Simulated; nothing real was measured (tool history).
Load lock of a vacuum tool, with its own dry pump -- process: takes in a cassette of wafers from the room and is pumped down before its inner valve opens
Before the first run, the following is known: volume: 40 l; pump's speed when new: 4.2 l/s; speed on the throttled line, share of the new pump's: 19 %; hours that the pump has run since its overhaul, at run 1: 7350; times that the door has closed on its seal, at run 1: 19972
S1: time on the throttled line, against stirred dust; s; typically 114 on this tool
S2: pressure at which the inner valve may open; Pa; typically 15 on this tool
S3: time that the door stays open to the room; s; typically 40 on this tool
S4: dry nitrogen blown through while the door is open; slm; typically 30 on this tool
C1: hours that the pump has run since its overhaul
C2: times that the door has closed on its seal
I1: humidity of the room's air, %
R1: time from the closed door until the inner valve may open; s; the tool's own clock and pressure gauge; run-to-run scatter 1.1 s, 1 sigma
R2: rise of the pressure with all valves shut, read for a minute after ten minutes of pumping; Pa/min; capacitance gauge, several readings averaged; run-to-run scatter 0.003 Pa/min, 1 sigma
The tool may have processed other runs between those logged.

| run | hour | S1 | S2 | S3 | S4 | C1 | C2 | I1 | R1 | R2 |
|---|---|---|---|---|---|---|---|---|---|---|
| 1 | 0.0 | 114 | 15 | 40 | 30 | 7350 | 19972 | 43.7 | 193.5 | 0.119 |
| 2 | 340.8 | 114 | 15 | 52 | 30 | 7691 | 20669 | 44.9 | 197.2 | 0.129 |
| 3 | 531.6 | 114 | 15 | 220 | 30 | 7882 | 21059 | 44.7 | 194.4 | 0.142 |
| 4 | 722.9 | 114 | 15 | 220 | 30 | 8073 | 21450 | 41.5 | 196.5 | 0.146 |
| 5 | 882.8 | 114 | 15 | 220 | 30 | 8233 | 21777 | 43.5 | 196.9 | 0.152 |
| 6 | 1246.5 | 114 | 15 | 220 | 30 | 8597 | 22521 | 45.6 | 198.7 | 0.152 |
| 7 | 1591.5 | 135 | 15 | 220 | 30 | 8942 | 23226 | 43.5 | 216.7 | 0.161 |
|  | 1844.3 | dry pump taken out, an overhauled one fitted |
| 8 | 1844.3 | 63 | 10 | 220 | 30 | 0 | 23731 | 45.2 | 140.6 | 0.165 |
| 9 | 2029.3 | 114 | 12 | 40 | 23 | 185 | 24109 | 44.4 | 182.9 | 0.158 |
| 10 | 2268.5 | 114 | 12 | 40 | 23 | 424 | 24598 | 46.0 | 182.8 | 0.165 |

Forecast each of these 4 alternatives for the next run:
| A | 2498.2 | 198 | 15 | 40 | 12 | 654 | 25068 | 43.5 | ? | ? |
| B | 2498.2 | 114 | 15 | 28 | 14 | 654 | 25068 | 41.8 | ? | ? |
| C | 2498.2 | 114 | 22 | 40 | 30 | 654 | 25068 | 48.6 | ? | ? |
| D | 2498.2 | 167 | 15 | 172 | 30 | 654 | 25068 | 48.4 | ? | ? |

| run | R1 | R2 |
|---|---|---|
| A | 248.6 | 0.180 |
| B | 181.5 | 0.171 |
| C | 177.0 | 0.159 |
| D | 222.3 | 0.176 |
Without the tool's unlogged condition, the same runs would have read:
| run | R1 | R2 |
|---|---|---|
| A | 247.0 | 0.030 |
| B | 179.4 | 0.023 |
| C | 175.0 | 0.011 |
| D | 220.5 | 0.027 |

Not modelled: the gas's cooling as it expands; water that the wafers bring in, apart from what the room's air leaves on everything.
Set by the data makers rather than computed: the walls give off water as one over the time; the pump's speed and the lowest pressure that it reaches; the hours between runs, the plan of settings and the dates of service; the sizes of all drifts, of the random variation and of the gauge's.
